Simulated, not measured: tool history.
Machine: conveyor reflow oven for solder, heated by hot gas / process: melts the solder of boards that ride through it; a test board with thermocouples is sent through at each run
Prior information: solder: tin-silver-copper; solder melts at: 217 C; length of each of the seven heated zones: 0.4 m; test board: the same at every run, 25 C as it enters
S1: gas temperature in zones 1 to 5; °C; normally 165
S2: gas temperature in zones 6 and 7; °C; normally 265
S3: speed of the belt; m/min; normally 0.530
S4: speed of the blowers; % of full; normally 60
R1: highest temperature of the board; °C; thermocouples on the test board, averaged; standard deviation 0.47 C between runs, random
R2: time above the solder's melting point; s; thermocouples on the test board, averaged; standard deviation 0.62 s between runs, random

run 1 hour=0.0 | S1=165 S2=265 S3=0.530 S4=60 | R1=246.0 R2=58.8
run 2 hour=45.2 | S1=165 S2=265 S3=0.530 S4=60 | R1=244.8 R2=59.7
run 3 hour=76.8 | S1=165 S2=265 S3=0.530 S4=60 | R1=245.2 R2=60.2
-- hour=112.0 flux residue cleaned out of gas plates and filters
run 4 hour=112.0 | S1=165 S2=271 S3=0.530 S4=60 | R1=251.3 R2=65.0
run 5 hour=153.3 | S1=165 S2=271 S3=0.530 S4=60 | R1=251.2 R2=65.2
-- hour=189.0 belt drive overhauled, speed set with a stopwatch
run 6 hour=222.4 | S1=165 S2=265 S3=0.611 S4=60 | R1=240.6 R2=43.4
run 7 hour=288.7 | S1=165 S2=265 S3=0.611 S4=60 | R1=239.5 R2=42.6
-- hour=316.6 thermocouples of zones 6 and 7 changed
run 8 hour=328.6 | S1=165 S2=265 S3=0.611 S4=60 | R1=243.8 R2=45.1
run 9 hour=383.1 | S1=158 S2=265 S3=0.530 S4=60 | R1=247.4 R2=56.3
run 10 hour=418.4 | S1=158 S2=265 S3=0.530 S4=60 | R1=246.6 R2=56.0
run 11 hour=473.8 | S1=165 S2=254 S3=0.625 S4=78 | R1=235.7 R2=37.9
run 12 hour=511.9 | S1=165 S2=255 S3=0.462 S4=75 | R1=243.8 R2=70.1
-- hour=526.6 flux residue cleaned out of gas plates and filters
run 13 hour=558.8 | S1=165 S2=255 S3=0.462 S4=75 | R1=245.3 R2=69.9
run 14 hour=603.8 | S1=177 S2=274 S3=0.492 S4=60 | R1=260.6 R2=81.9
run 15 hour=632.7 | S1=177 S2=274 S3=0.492 S4=60 | R1=259.7 R2=82.1
run 16 hour=701.3 | S1=177 S2=274 S3=0.492 S4=58 | R1=258.5 R2=83.1
run 17 hour=769.2 | S1=165 S2=256 S3=0.530 S4=60 | R1=239.5 R2=51.2
run 18 hour=803.5 | S1=161 S2=276 S3=0.544 S4=64 | R1=256.6 R2=64.2
run 19 hour=856.6 | S1=169 S2=257 S3=0.456 S4=66 | R1=245.5 R2=72.2
run 20 hour=909.5 | S1=175 S2=265 S3=0.530 S4=84 | R1=251.6 R2=71.0

Below are 3 alternative next runs, each starting from the tool's condition after run 20. Predict each:
-- hour=935.1 flux residue cleaned out of gas plates and filters
run A hour=983.0 | S1=155 S2=275 S3=0.633 S4=84 | R1=? R2=?
-- hour=935.1 flux residue cleaned out of gas plates and filters
run B hour=983.0 | S1=163 S2=265 S3=0.530 S4=66 | R1=? R2=?
-- hour=935.1 flux residue cleaned out of gas plates and filters
run C hour=983.0 | S1=165 S2=265 S3=0.471 S4=60 | R1=? R2=?

run=A R1=252.6 R2=52.8
run=B R1=248.3 R2=62.9
run=C R1=251.8 R2=75.1
Had the tool no hidden state, the same runs would have come out as:
run=A R1=253.9 R2=52.8
run=B R1=249.7 R2=63.1
run=C R1=253.2 R2=75.1
